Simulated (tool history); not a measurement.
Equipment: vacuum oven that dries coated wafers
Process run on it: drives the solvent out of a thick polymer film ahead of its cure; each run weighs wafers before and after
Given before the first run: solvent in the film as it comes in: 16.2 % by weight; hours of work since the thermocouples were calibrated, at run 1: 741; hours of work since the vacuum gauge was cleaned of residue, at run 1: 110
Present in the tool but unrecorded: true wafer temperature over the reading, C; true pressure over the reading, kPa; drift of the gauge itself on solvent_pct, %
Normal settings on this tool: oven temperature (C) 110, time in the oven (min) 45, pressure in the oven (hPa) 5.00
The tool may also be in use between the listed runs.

run	day	oven temperature (C)	time in the oven (min)	pressure in the oven (hPa)	hours of work since the thermocouples were calibrated	hours of work since the vacuum gauge was cleaned of residue	solvent left in the film (%)
1	0.000	110	45	5.00	741	110	1.63
2	0.238	110	45	5.00	746	114	1.62
3	0.442	110	45	6.77	749	117	1.74
4	0.921	110	26	5.00	758	126	3.73
5	1.221	110	26	5.00	763	131	3.72
6	1.579	110	45	5.00	769	137	1.63
7	1.888	110	40	5.00	775	143	2.05
8	2.308	108	45	5.00	782	150	2.02
9	2.692	110	45	5.00	789	157	1.66
10	3.062	96	45	5.00	796	164	4.01
11	3.412	96	45	5.00	802	170	4.09
12	3.871	96	45	5.00	810	178	3.99
# day 3.992: oven's thermocouples calibrated
13	4.304	96	45	5.00	6	184	4.12
14	4.525	102	45	5.00	9	188	2.88
15	4.925	110	45	5.00	17	195	1.57
16	5.425	110	45	5.00	25	204	1.68
17	5.775	110	45	5.00	32	210	1.77
18	6.200	110	45	5.00	39	218	1.69
# day 6.562: oven's thermocouples calibrated, once more
19	6.708	110	45	5.00	3	225	1.55
20	6.979	110	69	5.00	7	230	0.62
21	7.467	110	45	5.00	16	239	1.58
22	7.867	110	45	5.00	23	246	1.62
23	8.158	110	45	5.00	28	251	1.54
24	8.438	101	27	15.99	33	256	5.90
25	8.875	101	27	15.99	41	263	5.71
26	9.250	101	27	10.44	48	270	5.41
27	9.633	122	26	6.25	54	277	1.86
28	9.929	122	26	6.25	60	282	1.79
29	10.275	122	26	6.25	66	288	1.84
30	10.638	122	26	6.25	72	295	1.80
31	10.942	122	26	6.25	77	300	1.74
32	11.221	113	27	5.00	82	305	2.87
33	11.504	100	24	5.00	87	310	5.91
34	11.842	100	70	2.68	93	316	1.41
35	12.121	100	70	2.68	98	321	1.39
36	12.454	109	45	5.00	104	327	1.67
37	12.846	117	45	5.00	111	334	0.88
38	13.179	119	45	2.67	117	339	0.65
39	13.412	100	29	5.00	121	344	5.10
40	13.667	110	33	14.34	126	348	3.07
41	14.167	116	45	14.57	134	357	1.43
42	14.383	116	32	12.73	138	361	2.22
43	14.600	105	25	3.09	142	365	4.67
44	14.871	98	50	6.45	147	369	3.06
45	15.217	100	45	2.95	153	375	2.93
46	15.554	116	30	3.70	159	381	1.96

Table of differences, measured result less the result of that run with no hidden state. Run-to-run variation is the same in both. Gauge scatter possibly is not:
run	solvent left in the film (%)
1	+0.06
2	+0.06
3	+0.06
4	+0.09
5	+0.09
6	+0.07
7	+0.08
8	+0.08
9	+0.07
10	+0.12
11	+0.12
12	+0.13
13	+0.14
14	+0.12
15	+0.09
16	+0.10
17	+0.10
18	+0.10
19	-0.05
20	-0.01
21	-0.05
22	-0.04
23	-0.04
24	-0.10
25	-0.09
26	-0.08
27	-0.05
28	-0.05
29	-0.04
30	-0.04
31	-0.04
32	-0.06
33	-0.07
34	+0.00
35	+0.00
36	-0.02
37	+0.00
38	+0.00
39	-0.05
40	-0.05
41	+0.00
42	-0.03
43	-0.05
44	-0.02
45	-0.02
46	-0.03

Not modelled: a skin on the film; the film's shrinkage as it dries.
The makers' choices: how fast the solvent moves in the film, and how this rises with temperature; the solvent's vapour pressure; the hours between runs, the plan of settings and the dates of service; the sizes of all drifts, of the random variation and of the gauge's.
